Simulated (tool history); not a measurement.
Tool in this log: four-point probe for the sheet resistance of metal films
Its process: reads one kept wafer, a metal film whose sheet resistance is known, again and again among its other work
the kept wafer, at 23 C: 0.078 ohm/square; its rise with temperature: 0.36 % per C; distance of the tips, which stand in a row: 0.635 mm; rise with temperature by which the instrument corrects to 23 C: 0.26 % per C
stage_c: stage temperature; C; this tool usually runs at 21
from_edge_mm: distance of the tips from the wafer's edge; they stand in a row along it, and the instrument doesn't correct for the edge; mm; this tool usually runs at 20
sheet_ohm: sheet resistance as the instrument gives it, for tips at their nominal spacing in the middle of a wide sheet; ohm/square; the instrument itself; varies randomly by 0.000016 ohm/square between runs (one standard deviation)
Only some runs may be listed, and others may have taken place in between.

{"run": 1, "hour": 0.0, "stage_c": 21, "from_edge_mm": 20, "sheet_ohm": 0.078221}
{"run": 2, "hour": 49.5, "stage_c": 22, "from_edge_mm": 20, "sheet_ohm": 0.078289}
{"run": 3, "hour": 112.2, "stage_c": 21, "from_edge_mm": 33, "sheet_ohm": 0.078216}
{"run": 4, "hour": 181.8, "stage_c": 21, "from_edge_mm": 33, "sheet_ohm": 0.078238}
{"run": 5, "hour": 230.3, "stage_c": 20, "from_edge_mm": 33, "sheet_ohm": 0.07814}
{"hour": 235.0, "done": "stage's thermometer calibrated"}
{"run": 6, "hour": 272.1, "stage_c": 30, "from_edge_mm": 20, "sheet_ohm": 0.07896}
{"run": 7, "hour": 318.9, "stage_c": 30, "from_edge_mm": 20, "sheet_ohm": 0.078957}
{"run": 8, "hour": 386.5, "stage_c": 30, "from_edge_mm": 44, "sheet_ohm": 0.078937}
{"run": 9, "hour": 434.8, "stage_c": 20, "from_edge_mm": 44, "sheet_ohm": 0.078136}
{"hour": 449.8, "done": "stage's thermometer calibrated, once more"}
{"run": 10, "hour": 483.2, "stage_c": 31, "from_edge_mm": 44, "sheet_ohm": 0.07906}
{"run": 11, "hour": 523.2, "stage_c": 24, "from_edge_mm": 13, "sheet_ohm": 0.078624}
{"run": 12, "hour": 584.6, "stage_c": 24, "from_edge_mm": 18, "sheet_ohm": 0.07858}

Branching from run 12: 4 alternative next runs. What would each branch give?
{"run": "A", "hour": 647.0, "stage_c": 19, "from_edge_mm": 52, "sheet_ohm": "?"}
{"run": "B", "hour": 647.0, "stage_c": 20, "from_edge_mm": 18, "sheet_ohm": "?"}
{"run": "C", "hour": 647.0, "stage_c": 31, "from_edge_mm": 18, "sheet_ohm": "?"}
{"run": "D", "hour": 647.0, "stage_c": 19, "from_edge_mm": 13, "sheet_ohm": "?"}

run=A sheet_ohm=0.078141
run=B sheet_ohm=0.078275
run=C sheet_ohm=0.079115
run=D sheet_ohm=0.078241
Stripped of hidden state, with their random variation kept, the same runs would have yielded:
run=A sheet_ohm=0.077687
run=B sheet_ohm=0.077821
run=C sheet_ohm=0.078657
run=D sheet_ohm=0.077787
